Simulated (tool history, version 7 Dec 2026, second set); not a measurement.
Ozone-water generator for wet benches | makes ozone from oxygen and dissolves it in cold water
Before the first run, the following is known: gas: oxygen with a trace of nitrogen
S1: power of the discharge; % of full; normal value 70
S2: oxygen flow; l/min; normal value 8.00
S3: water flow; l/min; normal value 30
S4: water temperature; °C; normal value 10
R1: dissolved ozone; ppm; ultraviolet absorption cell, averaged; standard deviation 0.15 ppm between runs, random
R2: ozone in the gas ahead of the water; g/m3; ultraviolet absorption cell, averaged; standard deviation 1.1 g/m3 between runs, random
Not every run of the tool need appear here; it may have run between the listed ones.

run     day  S1     S2  S3  S4    R1     R2
  1   0.000  70   8.00  30  10  19.3  198.0
  2   3.033  70   8.00  30  10  19.7  197.6
  3   4.883  70   8.00  27  10  21.4  198.0
  4   6.288  62   8.00  27  10  20.0  180.6
  5   8.746  70   8.00  30   9  19.7  197.3
  6  11.317  70   8.00  30  10  19.2  197.1
  7  13.662  70   8.00  30  10  19.4  197.0
  8  15.158  70   8.00  30  13  18.8  197.7
  9  16.600  70   8.00  30  14  18.8  196.1
 10  18.408  70   8.00  30  14  18.8  199.1
 11  20.683  70   7.53  30  14  18.5  206.0
 12  23.746  70   7.53  30  14  18.4  204.4
 13  25.692  68   7.53  30  14  17.9  197.9
 14  27.750  68   7.53  30  14  18.2  200.6
 15  30.217  70   8.00  30  10  19.4  197.7
 16  32.883  70   8.00  30  10  19.5  197.3
 17  34.542  81   7.58  30  10  21.5  225.3
 18  37.254  81   7.58  30  10  21.7  226.7
 19  38.704  81   7.58  30  10  21.5  226.8
 20  40.862  81   7.58  30  10  21.3  223.1
 21  43.150  68   4.55  30   6  18.0  259.0
 22  46.162  70   8.00  30  10  19.6  199.2
 23  47.671  78   8.85  30  17  19.1  203.5
 24  50.246  78   8.85  21   6  31.7  202.4
 25  52.458  74   5.51  30  10  19.4  248.5
 26  54.258  70   5.89  30  10  18.7  228.5
 27  56.550  47   6.70  25   6  17.7  161.5
 28  58.683  55   9.26  42   8  11.9  152.5
 29  61.554  55   9.26  42   8  11.9  152.2
 30  63.208  85  10.35  41  15  15.8  200.1
 31  66.279  85   5.10  26  15  23.2  283.5
 32  68.746  85   5.10  26  15  23.4  285.5

Not shown: 1 entry that the log had between the listed runs. Between which runs, and how does the tool's hidden state differ before and after?
Run 1 -> run 2: water thermometer calibrated (day 0.175)
  true water temperature over the reading, C: 0.01 -> 0

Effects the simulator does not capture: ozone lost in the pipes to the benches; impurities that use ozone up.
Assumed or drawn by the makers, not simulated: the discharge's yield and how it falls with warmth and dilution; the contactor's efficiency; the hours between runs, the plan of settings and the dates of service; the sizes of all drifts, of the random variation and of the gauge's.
